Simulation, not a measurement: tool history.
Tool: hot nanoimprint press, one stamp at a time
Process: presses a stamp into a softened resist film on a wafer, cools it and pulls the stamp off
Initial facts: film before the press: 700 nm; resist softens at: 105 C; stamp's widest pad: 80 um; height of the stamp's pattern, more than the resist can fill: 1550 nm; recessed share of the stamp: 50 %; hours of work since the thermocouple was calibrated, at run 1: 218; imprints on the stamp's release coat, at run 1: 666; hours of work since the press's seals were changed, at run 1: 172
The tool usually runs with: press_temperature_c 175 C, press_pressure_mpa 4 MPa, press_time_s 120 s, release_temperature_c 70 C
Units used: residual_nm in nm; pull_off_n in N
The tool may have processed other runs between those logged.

run    day  press_temperature_c  press_pressure_mpa  press_time_s  release_temperature_c  hours of work since the thermocouple was calibrated  imprints on the stamp's release coat  hours of work since the press's seals were changed  residual_nm  pull_off_n
  1      0                  175                   4           120                     70                                                  218                                   666                                                 172        334.3         169
  2  0.367                  175                   4           120                     70                                                  223                                   679                                                 176        334.3         180
  3  0.688                  175                   4           120                     70                                                  227                                   691                                                 180          334         179
  4  1.146                  175                   4           120                     70                                                  232                                   708                                                 185        333.4         174
  5  1.388                  175                   4           225                     70                                                  235                                   717                                                 188        258.9         173
  6  1.692                  175                   4           225                     70                                                  239                                   728                                                 192        258.8         180
  7  2.158                  175                   4           225                     70                                                  244                                   745                                                 198        257.6         184
  8  2.442                  175                   4           225                     70                                                  248                                   756                                                 201        258.1         172
  9  2.758                  175                2.87           225                     70                                                  252                                   767                                                 205        299.4         183
 10  2.983                  175                   4           120                     68                                                  254                                   775                                                 208        330.6         183
 11  3.283                  175                   4           120                     70                                                  258                                   786                                                 211        331.2         178
 12    3.6                  175                   4           120                     70                                                  262                                   798                                                 215          329         178
 13  3.817                  178                   4           120                     70                                                  264                                   806                                                 218        300.5         177
 14  4.133                  178                   4           120                     70                                                  268                                   818                                                 221        299.9         174
 15  4.562                  175                   4           120                     70                                                  273                                   833                                                 227        328.3         174
 16  5.021                  183                4.12            92                     67                                                  279                                   850                                                 232        282.4         178
 17  5.346                  184                 3.6           120                     64                                                  283                                   862                                                 236        261.4         183
 18  5.733                  170                 5.1           120                     77                                                  288                                   877                                                 241        346.7         165
 19  6.071                  170                 5.1           120                     77                                                  292                                   889                                                 245        345.4         163
 20  6.346                  170                 5.1           120                     77                                                  295                                   899                                                 248        344.5         159
     6.433  -- gauge calibrated
 21  6.633                  175                   4           166                     77                                                  298                                   910                                                 252        295.2         159
 22  6.975                  175                2.44            95                     68                                                  303                                   922                                                 256        434.6         181
 23  7.421                  175                2.44            95                     68                                                  308                                   938                                                 261        433.4         181
 24  7.721                  166                3.66            74                     77                                                  311                                   950                                                 265        505.9         164
 25  8.142                  166                 2.7            72                     67                                                  317                                   965                                                 270        545.3         189
 26  8.521                  175                   4           124                     70                                                  321                                   979                                                 274        328.2         174
 27  8.829                  175                   4           124                     70                                                  325                                   990                                                 278        327.4         174
 28  9.167                  175                   4           124                     70                                                  329                                  1003                                                 282        327.7         173
 29  9.404                  175                   4           140                     63                                                  332                                  1011                                                 285        311.2         192

Here are 4 independent what-if runs from the current tool condition. What would each one return?
  A  9.842                  175                4.48           232                     63                                                  337                                  1028                                                 290            ?           ?
  B  9.842                  175                3.18           140                     63                                                  337                                  1028                                                 290            ?           ?
  C  9.842                  175                   4           120                     71                                                  337                                  1028                                                 290            ?           ?
  D  9.842                  175                4.34           140                     63                                                  337                                  1028                                                 290            ?           ?

run  residual_nm  pull_off_n
  A        241.4         187
  B        341.3         179
  C        330.1         170
  D        299.8         186
The same runs, with their run-to-run variation unchanged, on a tool lacking any hidden condition would have given:
run  residual_nm  pull_off_n
  A        245.2         186
  B        346.7         178
  C        335.3         168
  D        304.5         185

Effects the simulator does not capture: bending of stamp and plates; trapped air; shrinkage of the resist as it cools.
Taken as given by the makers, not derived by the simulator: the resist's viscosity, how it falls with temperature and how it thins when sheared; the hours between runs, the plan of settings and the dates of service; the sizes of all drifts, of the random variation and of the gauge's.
